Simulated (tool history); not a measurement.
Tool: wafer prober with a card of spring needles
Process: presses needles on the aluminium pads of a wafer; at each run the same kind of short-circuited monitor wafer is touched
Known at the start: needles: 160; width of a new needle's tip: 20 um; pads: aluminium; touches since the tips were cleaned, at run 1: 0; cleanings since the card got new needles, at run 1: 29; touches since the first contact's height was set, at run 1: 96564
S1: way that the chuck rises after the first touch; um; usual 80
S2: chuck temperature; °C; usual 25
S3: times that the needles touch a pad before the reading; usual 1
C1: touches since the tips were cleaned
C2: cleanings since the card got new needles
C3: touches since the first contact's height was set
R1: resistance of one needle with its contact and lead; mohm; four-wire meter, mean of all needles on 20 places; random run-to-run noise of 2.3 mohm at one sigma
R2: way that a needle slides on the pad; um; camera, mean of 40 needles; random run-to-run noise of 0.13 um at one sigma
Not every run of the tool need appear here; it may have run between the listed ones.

run,hour,S1,S2,S3,C1,C2,C3,R1,R2
1,0,80,25,1,0,29,96564,265,17.12
2,4.3,80,85,1,1157,29,97721,295,16.84
3,8.9,80,85,1,2412,29,98976,307,16.82
# hour 10.8: tips cleaned on abrasive film
4,17.1,80,85,1,1715,30,101178,301,16.98
# hour 21.4: tips cleaned on abrasive film
5,22.6,80,114,1,340,31,102654,298,16.81
6,30.3,80,25,1,2429,31,104743,293,16.8
# hour 32: tips cleaned on abrasive film
7,37.1,80,25,1,1401,32,106574,286,16.63
8,42.2,80,25,1,2790,32,107963,295,17.16
# hour 43: tips cleaned on abrasive film
9,49.1,80,25,1,1678,33,109813,284,16.76
# hour 53.5: tips cleaned on abrasive film
10,55.9,80,25,1,664,34,111632,276,17.01
11,60.7,64,25,2,1961,34,112929,290,13.22
# hour 64: tips cleaned on abrasive film
12,68.1,67,57,2,1121,35,114914,289,13.91
# hour 74.7: tips cleaned on abrasive film
13,75.1,73,101,2,121,36,116790,293,15.08
14,84.1,63,25,3,2563,36,119232,283,13.15
# hour 85.2: tips cleaned on abrasive film
15,89,82,97,2,1039,37,120542,295,17.21
16,93.4,80,25,2,2241,37,121744,282,16.91
# hour 96.1: tips cleaned on abrasive film
17,100,85,48,1,1057,38,123509,286,17.89
# hour 106.6: tips cleaned on abrasive film
18,108.6,85,48,1,534,39,125811,279,18.09

3 ways to go on from here, each from the tool as it stands after run 18. What would each give?
A,114.3,78,54,1,2093,39,127370,?,?
B,114.3,60,102,1,2093,39,127370,?,?
C,114.3,85,25,1,2093,39,127370,?,?

run,R1,R2
A,302,16.47
B,337,12.54
C,289,17.99
With no hidden state in the tool, these same runs would have given:
run,R1,R2
A,270,17
B,289,13.07
C,261,18.52

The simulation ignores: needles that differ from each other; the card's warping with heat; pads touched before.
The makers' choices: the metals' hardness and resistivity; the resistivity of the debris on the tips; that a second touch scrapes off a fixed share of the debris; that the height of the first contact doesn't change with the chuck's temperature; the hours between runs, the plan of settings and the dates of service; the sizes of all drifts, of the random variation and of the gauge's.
